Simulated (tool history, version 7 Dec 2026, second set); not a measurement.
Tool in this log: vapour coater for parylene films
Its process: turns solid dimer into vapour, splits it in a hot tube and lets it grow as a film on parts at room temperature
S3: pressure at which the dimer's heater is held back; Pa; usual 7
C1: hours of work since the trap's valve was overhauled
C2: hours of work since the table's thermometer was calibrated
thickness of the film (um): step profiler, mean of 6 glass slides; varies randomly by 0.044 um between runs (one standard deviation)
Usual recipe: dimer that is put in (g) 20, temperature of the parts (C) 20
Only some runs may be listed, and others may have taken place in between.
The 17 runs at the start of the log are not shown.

Run 18, hour 275.6: usual settings; C1 50; C2 245. Result: thickness of the film (um) 4.85.
Run 19, hour 299: usual settings; C1 68; C2 263. Result: thickness of the film (um) 4.85.
Run 20, hour 310.1: usual settings; C1 76; C2 271. Result: thickness of the film (um) 4.79.
Run 21, hour 325.5: usual settings but dimer that is put in (g) 12, temperature of the parts (C) 13, S3 4.7 Pa; C1 88; C2 283. Result: thickness of the film (um) 3.89.
Run 22, hour 338.6: usual settings but dimer that is put in (g) 12, temperature of the parts (C) 13, S3 4.7 Pa; C1 98; C2 293. Result: thickness of the film (um) 3.95.
Run 23, hour 353.9: usual settings but dimer that is put in (g) 31, temperature of the parts (C) 14, S3 4.7 Pa; C1 109; C2 304. Result: thickness of the film (um) 9.71.
Run 24, hour 375.4: usual settings but dimer that is put in (g) 9, S3 4.48 Pa; C1 126; C2 320. Result: thickness of the film (um) 2.37.
Run 25, hour 392.2: usual settings but dimer that is put in (g) 9, temperature of the parts (C) 14, S3 9.01 Pa; C1 138; C2 333. Result: thickness of the film (um) 2.53.
Run 26, hour 407.7: usual settings but dimer that is put in (g) 12, S3 4.29 Pa; C1 150; C2 345. Result: thickness of the film (um) 3.12.
Run 27, hour 422.7: usual settings but dimer that is put in (g) 13, temperature of the parts (C) 15, S3 6.67 Pa; C1 161; C2 356. Result: thickness of the film (um) 3.62.
Run 28, hour 433.3: usual settings but dimer that is put in (g) 13, temperature of the parts (C) 19, S3 6.67 Pa; C1 169; C2 364. Result: thickness of the film (um) 3.23.
Run 29, hour 453.8: usual settings but dimer that is put in (g) 11, temperature of the parts (C) 14, S3 2.16 Pa; C1 185; C2 379. Result: thickness of the film (um) 3.96.
Run 30, hour 476.7: usual settings but dimer that is put in (g) 22, temperature of the parts (C) 27, S3 8.76 Pa; C1 202; C2 397. Result: thickness of the film (um) 3.92.
Run 31, hour 496.1: usual settings but temperature of the parts (C) 22, S3 8.82 Pa; C1 217; C2 411. Result: thickness of the film (um) 4.2.
Run 32, hour 510: usual settings but dimer that is put in (g) 10, temperature of the parts (C) 14; C1 227; C2 422. Result: thickness of the film (um) 2.87.
Run 33, hour 522.6: usual settings but dimer that is put in (g) 19, temperature of the parts (C) 26, S3 2.36 Pa; C1 237; C2 431. Result: thickness of the film (um) 4.41.
Run 34, hour 540.9: usual settings but dimer that is put in (g) 19, temperature of the parts (C) 26, S3 2.36 Pa; C1 250; C2 445. Result: thickness of the film (um) 4.37.
Run 35, hour 559: usual settings but dimer that is put in (g) 27, temperature of the parts (C) 23, S3 4.38 Pa; C1 264; C2 459. Result: thickness of the film (um) 6.14.
Run 36, hour 583: usual settings but dimer that is put in (g) 23, temperature of the parts (C) 23, S3 8.77 Pa; C1 282; C2 477. Result: thickness of the film (um) 4.59.
Run 37, hour 603.9: usual settings but dimer that is put in (g) 23, temperature of the parts (C) 23, S3 8.77 Pa; C1 298; C2 493. Result: thickness of the film (um) 4.6.
Run 38, hour 613.6: usual settings but dimer that is put in (g) 23, temperature of the parts (C) 23, S3 8.77 Pa; C1 305; C2 500. Result: thickness of the film (um) 4.66.
Run 39, hour 626: usual settings but dimer that is put in (g) 23, temperature of the parts (C) 23, S3 8.77 Pa; C1 315; C2 509. Result: thickness of the film (um) 4.69.
Run 40, hour 649.7: usual settings but dimer that is put in (g) 16, temperature of the parts (C) 18, S3 3.42 Pa; C1 332; C2 527. Result: thickness of the film (um) 4.48.

Predict each of these 3 candidate next runs independently; none follows another, all start after run 40:
Run A, hour 670.3: usual settings but dimer that is put in (g) 12, temperature of the parts (C) 16, S3 2.1 Pa; C1 348; C2 543. Result: thickness of the film (um) ?.
Run B, hour 670.3: usual settings but dimer that is put in (g) 13, temperature of the parts (C) 17, S3 2.57 Pa; C1 348; C2 543. Result: thickness of the film (um) ?.
Run C, hour 670.3: usual settings but dimer that is put in (g) 16; C1 348; C2 543. Result: thickness of the film (um) ?.

run  thickness of the film (um)
  A                        3.91
  B                        3.88
  C                        3.69
Stripped of hidden state, with their random variation kept, the same runs would have yielded:
run  thickness of the film (um)
  A                        4.15
  B                        4.12
  C                        3.92

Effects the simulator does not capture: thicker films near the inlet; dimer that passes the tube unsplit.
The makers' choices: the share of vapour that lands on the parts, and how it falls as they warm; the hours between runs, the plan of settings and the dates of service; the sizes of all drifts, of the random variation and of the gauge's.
